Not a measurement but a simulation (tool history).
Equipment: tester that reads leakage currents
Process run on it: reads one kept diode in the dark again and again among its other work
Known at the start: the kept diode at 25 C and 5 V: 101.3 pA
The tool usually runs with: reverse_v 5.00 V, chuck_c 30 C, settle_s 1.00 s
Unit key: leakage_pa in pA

run 1 day=0.000 | reverse_v=5.00 chuck_c=30 settle_s=1.00 | leakage_pa=164.45
run 2 day=11.983 | reverse_v=5.00 chuck_c=26 settle_s=1.00 | leakage_pa=112.28
run 3 day=20.112 | reverse_v=5.00 chuck_c=30 settle_s=1.00 | leakage_pa=164.82
run 4 day=29.217 | reverse_v=5.00 chuck_c=30 settle_s=1.00 | leakage_pa=163.90
-- day=32.142 probe card cleaned and baked
run 5 day=35.729 | reverse_v=5.00 chuck_c=30 settle_s=1.00 | leakage_pa=163.94
run 6 day=47.462 | reverse_v=5.00 chuck_c=30 settle_s=1.00 | leakage_pa=163.40
-- day=51.642 chuck's temperature calibrated
run 7 day=54.883 | reverse_v=5.00 chuck_c=33 settle_s=1.00 | leakage_pa=216.52
run 8 day=63.996 | reverse_v=5.00 chuck_c=33 settle_s=1.00 | leakage_pa=216.29
run 9 day=73.533 | reverse_v=5.00 chuck_c=33 settle_s=1.00 | leakage_pa=216.58
run 10 day=79.329 | reverse_v=5.00 chuck_c=30 settle_s=4.54 | leakage_pa=163.50
-- day=85.554 tester calibrated
run 11 day=90.238 | reverse_v=5.00 chuck_c=30 settle_s=6.02 | leakage_pa=163.44
-- day=98.433 probe card cleaned and baked
run 12 day=98.433 | reverse_v=5.00 chuck_c=30 settle_s=1.32 | leakage_pa=162.79
run 13 day=105.592 | reverse_v=5.00 chuck_c=30 settle_s=1.00 | leakage_pa=164.45
run 14 day=110.808 | reverse_v=5.00 chuck_c=30 settle_s=1.00 | leakage_pa=164.17
-- day=120.596 chuck's temperature calibrated
run 15 day=121.638 | reverse_v=5.00 chuck_c=30 settle_s=0.31 | leakage_pa=165.42
run 16 day=129.025 | reverse_v=5.00 chuck_c=30 settle_s=2.00 | leakage_pa=163.51
run 17 day=135.533 | reverse_v=5.00 chuck_c=30 settle_s=2.00 | leakage_pa=163.54
run 18 day=144.229 | reverse_v=5.00 chuck_c=30 settle_s=1.00 | leakage_pa=164.34
run 19 day=150.183 | reverse_v=5.00 chuck_c=30 settle_s=1.00 | leakage_pa=164.40
run 20 day=160.075 | reverse_v=5.00 chuck_c=58 settle_s=1.00 | leakage_pa=1806.51
-- day=164.604 probe card cleaned and baked
run 21 day=169.400 | reverse_v=10.48 chuck_c=58 settle_s=1.00 | leakage_pa=2394.21
run 22 day=174.846 | reverse_v=1.83 chuck_c=58 settle_s=0.40 | leakage_pa=1232.74
run 23 day=184.342 | reverse_v=1.83 chuck_c=58 settle_s=0.40 | leakage_pa=1234.44
-- day=189.242 chuck's temperature calibrated
run 24 day=192.404 | reverse_v=17.61 chuck_c=57 settle_s=5.43 | leakage_pa=2695.29
run 25 day=202.100 | reverse_v=2.86 chuck_c=29 settle_s=1.00 | leakage_pa=121.15
run 26 day=208.992 | reverse_v=9.54 chuck_c=31 settle_s=1.00 | leakage_pa=229.80
-- day=217.054 tester calibrated
run 27 day=218.179 | reverse_v=9.54 chuck_c=31 settle_s=1.00 | leakage_pa=229.41
run 28 day=229.962 | reverse_v=10.35 chuck_c=35 settle_s=0.74 | leakage_pa=342.24
-- day=230.808 probe card cleaned and baked
run 29 day=241.450 | reverse_v=10.35 chuck_c=20 settle_s=0.52 | leakage_pa=83.71
run 30 day=246.829 | reverse_v=14.50 chuck_c=31 settle_s=5.02 | leakage_pa=268.30
run 31 day=256.800 | reverse_v=14.50 chuck_c=31 settle_s=5.02 | leakage_pa=269.77
-- day=257.908 chuck's temperature calibrated
run 32 day=266.404 | reverse_v=1.52 chuck_c=37 settle_s=1.00 | leakage_pa=199.00
run 33 day=273.883 | reverse_v=1.39 chuck_c=29 settle_s=1.00 | leakage_pa=92.18
run 34 day=282.738 | reverse_v=1.39 chuck_c=43 settle_s=1.32 | leakage_pa=326.05
run 35 day=289.150 | reverse_v=1.39 chuck_c=43 settle_s=1.32 | leakage_pa=324.71
-- day=296.817 probe card cleaned and baked
run 36 day=299.921 | reverse_v=3.13 chuck_c=58 settle_s=1.13 | leakage_pa=1516.60

Predict the results of run 37:
run 37 day=310.112 | reverse_v=2.43 chuck_c=37 settle_s=1.00 | leakage_pa=?

Run 37 produced leakage_pa 236.62 pA.
If the tool had no hidden condition, the same run with the same run-to-run variation would have returned leakage_pa 236.51 pA.
